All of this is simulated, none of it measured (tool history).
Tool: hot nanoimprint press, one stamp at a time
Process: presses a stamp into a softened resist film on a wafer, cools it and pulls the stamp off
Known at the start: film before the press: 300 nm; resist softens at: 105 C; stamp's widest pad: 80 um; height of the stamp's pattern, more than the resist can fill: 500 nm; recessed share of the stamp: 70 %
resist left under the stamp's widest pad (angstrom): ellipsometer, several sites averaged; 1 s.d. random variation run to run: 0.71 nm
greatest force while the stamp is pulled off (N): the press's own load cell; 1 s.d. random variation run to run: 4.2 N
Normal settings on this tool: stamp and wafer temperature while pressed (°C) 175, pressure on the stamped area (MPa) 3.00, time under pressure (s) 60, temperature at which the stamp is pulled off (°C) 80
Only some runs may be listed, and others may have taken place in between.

run	hour	stamp and wafer temperature while pressed (°C)	pressure on the stamped area (MPa)	time under pressure (s)	temperature at which the stamp is pulled off (°C)	resist left under the stamp's widest pad (angstrom)	greatest force while the stamp is pulled off (N)
1	0.0	175	3.00	60	80	1269	209
2	14.8	175	3.00	60	80	1266	208
3	31.1	175	3.00	60	83	1272	189
4	43.5	175	3.00	60	83	1283	194
5	59.9	175	3.00	60	83	1274	197
6	73.0	175	3.00	60	80	1270	207
7	86.5	175	3.00	60	80	1282	209
8	100.6	176	3.00	60	80	1241	198
# hour 116.6: stamp cleaned and given a new release coat
9	124.9	175	3.00	103	80	1036	198
10	140.8	186	3.00	103	80	678	211
11	156.7	175	3.00	60	66	1280	273
12	167.9	175	3.00	60	66	1290	268
13	178.3	175	3.00	60	66	1286	260
14	194.7	175	3.00	113	80	995	207
15	211.0	175	3.00	113	80	978	203
16	218.7	175	3.00	79	80	1149	218
17	235.1	170	4.02	57	80	1397	200
18	245.0	167	3.00	36	80	2017	205
19	254.3	167	3.00	41	80	1929	207
20	267.6	175	1.82	47	66	1739	254
21	276.4	175	2.17	45	80	1642	202
22	293.1	175	3.00	37	82	1553	201
23	300.7	175	3.00	37	82	1537	198
24	309.1	175	3.00	39	80	1509	205
25	326.1	175	3.00	47	75	1414	228
26	343.5	175	3.00	47	75	1427	229
27	360.8	175	3.00	47	75	1420	226
28	368.6	185	2.18	40	70	1257	242
29	383.5	185	2.18	40	70	1255	249

Forecast each of these 4 alternatives for the next run:
A	401.7	185	4.67	40	70	?	?
B	401.7	172	2.66	40	70	?	?
C	401.7	172	3.00	60	80	?	?
D	401.7	164	2.18	34	71	?	?

run	resist left under the stamp's widest pad (angstrom)	greatest force while the stamp is pulled off (N)
A	866	242
B	1749	249
C	1459	210
D	2401	238
Had the tool no hidden state, the same runs would have come out as:
run	resist left under the stamp's widest pad (angstrom)	greatest force while the stamp is pulled off (N)
A	846	239
B	1711	247
C	1427	208
D	2348	235

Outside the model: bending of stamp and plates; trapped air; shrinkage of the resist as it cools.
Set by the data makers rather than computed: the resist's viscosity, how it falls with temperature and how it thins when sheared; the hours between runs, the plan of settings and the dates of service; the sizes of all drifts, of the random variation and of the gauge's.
